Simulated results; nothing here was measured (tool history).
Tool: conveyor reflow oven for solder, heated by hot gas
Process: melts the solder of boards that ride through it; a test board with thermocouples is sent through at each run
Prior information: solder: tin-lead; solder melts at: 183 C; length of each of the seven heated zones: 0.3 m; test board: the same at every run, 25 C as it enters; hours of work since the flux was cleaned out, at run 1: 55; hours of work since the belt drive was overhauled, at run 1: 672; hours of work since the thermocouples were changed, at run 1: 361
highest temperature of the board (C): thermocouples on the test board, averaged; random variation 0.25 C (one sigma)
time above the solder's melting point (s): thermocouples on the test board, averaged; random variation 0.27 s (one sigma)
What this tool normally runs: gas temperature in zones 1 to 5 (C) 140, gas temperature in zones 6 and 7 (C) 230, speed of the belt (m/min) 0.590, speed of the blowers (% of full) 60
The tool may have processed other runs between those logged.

| run | hour | gas temperature in zones 1 to 5 (C) | gas temperature in zones 6 and 7 (C) | speed of the belt (m/min) | speed of the blowers (% of full) | hours of work since the flux was cleaned out | hours of work since the belt drive was overhauled | hours of work since the thermocouples were changed | highest temperature of the board (C) | time above the solder's melting point (s) |
|---|---|---|---|---|---|---|---|---|---|---|
| 1 | 0.0 | 140 | 230 | 0.590 | 60 | 55 | 672 | 361 | 206.2 | 37.1 |
| 2 | 29.4 | 140 | 230 | 0.590 | 60 | 68 | 685 | 375 | 206.2 | 37.3 |
| 3 | 63.3 | 140 | 230 | 0.591 | 60 | 84 | 701 | 390 | 205.9 | 36.4 |
| 4 | 95.7 | 140 | 230 | 0.591 | 60 | 99 | 716 | 406 | 205.4 | 36.5 |
| 5 | 112.6 | 140 | 230 | 0.591 | 60 | 107 | 724 | 413 | 205.7 | 36.4 |
| 6 | 130.6 | 140 | 230 | 0.591 | 60 | 115 | 732 | 422 | 205.5 | 36.2 |
| 7 | 158.4 | 140 | 230 | 0.590 | 60 | 128 | 745 | 435 | 205.1 | 36.5 |
| 8 | 200.0 | 140 | 230 | 0.590 | 60 | 148 | 765 | 454 | 204.9 | 36.0 |
| 9 | 224.3 | 140 | 230 | 0.590 | 60 | 159 | 776 | 465 | 204.8 | 35.8 |
| 10 | 244.4 | 140 | 230 | 0.590 | 60 | 168 | 785 | 475 | 204.7 | 35.2 |
| 11 | 283.9 | 140 | 230 | 0.590 | 60 | 187 | 804 | 493 | 204.5 | 35.1 |
| 12 | 323.1 | 140 | 230 | 0.590 | 60 | 205 | 822 | 511 | 204.6 | 35.2 |
|  | 336.6 | flux residue cleaned out of gas plates and filters |
| 13 | 365.2 | 132 | 230 | 0.590 | 60 | 13 | 839 | 529 | 204.6 | 33.7 |
| 14 | 393.5 | 132 | 230 | 0.590 | 60 | 26 | 852 | 542 | 203.8 | 33.3 |
| 15 | 410.9 | 132 | 230 | 0.590 | 60 | 35 | 860 | 550 | 203.7 | 32.9 |
| 16 | 444.0 | 127 | 230 | 0.590 | 60 | 50 | 876 | 565 | 202.6 | 30.1 |
| 17 | 483.3 | 127 | 230 | 0.595 | 63 | 68 | 894 | 583 | 202.8 | 30.3 |
| 18 | 506.9 | 139 | 230 | 0.590 | 60 | 79 | 905 | 594 | 204.9 | 35.7 |
| 19 | 548.3 | 128 | 225 | 0.491 | 87 | 98 | 924 | 614 | 209.2 | 47.1 |
| 20 | 570.7 | 128 | 225 | 0.683 | 87 | 109 | 935 | 624 | 197.7 | 21.2 |
| 21 | 597.9 | 140 | 243 | 0.590 | 85 | 122 | 947 | 637 | 219.6 | 48.3 |
| 22 | 614.7 | 140 | 243 | 0.590 | 85 | 129 | 955 | 645 | 220.0 | 47.9 |
| 23 | 646.4 | 145 | 225 | 0.540 | 53 | 144 | 970 | 659 | 203.8 | 40.1 |
| 24 | 675.3 | 145 | 225 | 0.540 | 53 | 158 | 983 | 673 | 203.9 | 39.8 |
| 25 | 697.7 | 145 | 230 | 0.650 | 53 | 168 | 994 | 683 | 200.7 | 28.5 |
| 26 | 716.3 | 145 | 230 | 0.650 | 53 | 177 | 1002 | 692 | 200.6 | 28.1 |
| 27 | 757.3 | 145 | 230 | 0.650 | 53 | 196 | 1021 | 711 | 200.1 | 27.6 |
| 28 | 779.8 | 145 | 230 | 0.650 | 53 | 206 | 1032 | 721 | 200.1 | 27.9 |
|  | 790.9 | flux residue cleaned out of gas plates and filters |
| 29 | 819.9 | 140 | 230 | 0.628 | 60 | 13 | 1048 | 738 | 204.0 | 32.2 |
| 30 | 856.3 | 140 | 230 | 0.628 | 60 | 30 | 1065 | 755 | 203.4 | 32.1 |

What if the next run were any one of these 5? Each begins from the tool's condition after run 30:
| A | 875.3 | 155 | 227 | 0.628 | 83 | 39 | 1074 | 763 | ? | ? |
| B | 875.3 | 136 | 230 | 0.611 | 60 | 39 | 1074 | 763 | ? | ? |
| C | 875.3 | 153 | 227 | 0.628 | 60 | 39 | 1074 | 763 | ? | ? |
| D | 875.3 | 140 | 236 | 0.590 | 60 | 39 | 1074 | 763 | ? | ? |
| E | 875.3 | 140 | 233 | 0.628 | 54 | 39 | 1074 | 763 | ? | ? |

| run | highest temperature of the board (C) | time above the solder's melting point (s) |
|---|---|---|
| A | 208.5 | 42.4 |
| B | 203.2 | 31.8 |
| C | 204.7 | 37.2 |
| D | 210.4 | 40.8 |
| E | 204.1 | 32.2 |
Without the tool's unlogged condition, the same runs would have read:
| run | highest temperature of the board (C) | time above the solder's melting point (s) |
|---|---|---|
| A | 210.0 | 42.6 |
| B | 204.4 | 32.4 |
| C | 206.0 | 37.6 |
| D | 211.7 | 41.1 |
| E | 205.3 | 32.7 |

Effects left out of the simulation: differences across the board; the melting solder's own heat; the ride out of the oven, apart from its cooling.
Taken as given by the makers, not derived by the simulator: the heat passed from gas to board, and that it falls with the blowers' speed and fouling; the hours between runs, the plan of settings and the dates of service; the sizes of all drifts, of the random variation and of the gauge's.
